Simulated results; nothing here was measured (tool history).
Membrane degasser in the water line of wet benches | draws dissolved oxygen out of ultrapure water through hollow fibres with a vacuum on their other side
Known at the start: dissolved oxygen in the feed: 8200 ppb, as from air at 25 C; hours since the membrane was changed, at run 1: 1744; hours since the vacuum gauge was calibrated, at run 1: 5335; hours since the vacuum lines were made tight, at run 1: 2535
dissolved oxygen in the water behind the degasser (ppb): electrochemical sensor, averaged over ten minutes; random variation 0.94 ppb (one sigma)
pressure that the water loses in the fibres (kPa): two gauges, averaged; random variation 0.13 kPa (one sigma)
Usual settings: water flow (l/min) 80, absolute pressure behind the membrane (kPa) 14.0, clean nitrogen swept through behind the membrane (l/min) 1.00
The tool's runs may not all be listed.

run	day	water flow (l/min)	absolute pressure behind the membrane (kPa)	clean nitrogen swept through behind the membrane (l/min)	hours since the membrane was changed	hours since the vacuum gauge was calibrated	hours since the vacuum lines were made tight	dissolved oxygen in the water behind the degasser (ppb)	pressure that the water loses in the fibres (kPa)
1	0.000	80	14.0	1.00	1744	5335	2535	1299.6	40.17
2	2.358	80	14.0	1.00	1800	5392	2592	1300.1	40.30
3	5.242	80	14.0	1.00	1870	5461	2661	1298.9	40.30
4	8.204	80	14.0	1.00	1941	5532	2732	1300.2	40.25
5	11.346	80	14.0	1.00	2016	5607	2807	1301.6	40.24
6	14.346	80	14.0	1.00	2088	5680	2879	1301.4	40.54
7	16.154	80	15.2	1.00	2131	5723	2923	1424.0	40.13
8	17.954	80	15.2	1.00	2175	5766	2966	1426.0	40.39
9	19.742	80	14.0	0.63	2218	5809	3009	1694.1	40.47
10	23.175	80	14.0	0.63	2300	5891	3091	1692.4	40.46
11	25.038	76	20.0	0.65	2345	5936	3136	2327.5	38.26
12	27.529	76	20.0	0.65	2404	5996	3196	2326.4	38.28
13	29.450	76	20.0	0.65	2451	6042	3242	2328.7	38.22
14	31.500	80	14.0	0.65	2500	6091	3291	1666.1	40.50
15	34.579	67	19.0	1.39	2574	6165	3365	1298.4	33.92
16	36.725	67	19.0	1.39	2625	6217	3417	1298.4	33.74
17	39.083	57	33.0	1.55	2682	6273	3473	1826.8	28.96
18	40.592	50	14.0	2.80	2718	6309	3509	425.2	25.14

5 ways to go on from here, each from the tool as it stands after run 18. What would each give?
A	43.788	50	14.0	0.61	2795	6386	3586	?	?
B	43.788	50	14.0	0.64	2795	6386	3586	?	?
C	43.788	127	10.0	2.22	2795	6386	3586	?	?
D	43.788	50	14.0	1.30	2795	6386	3586	?	?
E	43.788	62	14.0	1.00	2795	6386	3586	?	?

run	dissolved oxygen in the water behind the degasser (ppb)	pressure that the water loses in the fibres (kPa)
A	1321.0	25.40
B	1283.0	25.38
C	701.7	63.83
D	789.7	25.11
E	1107.4	31.25
Without the tool's hidden state the same runs would have given:
run	dissolved oxygen in the water behind the degasser (ppb)	pressure that the water loses in the fibres (kPa)
A	1303.5	25.11
B	1265.6	25.08
C	682.5	63.09
D	775.4	24.81
E	1090.2	30.89
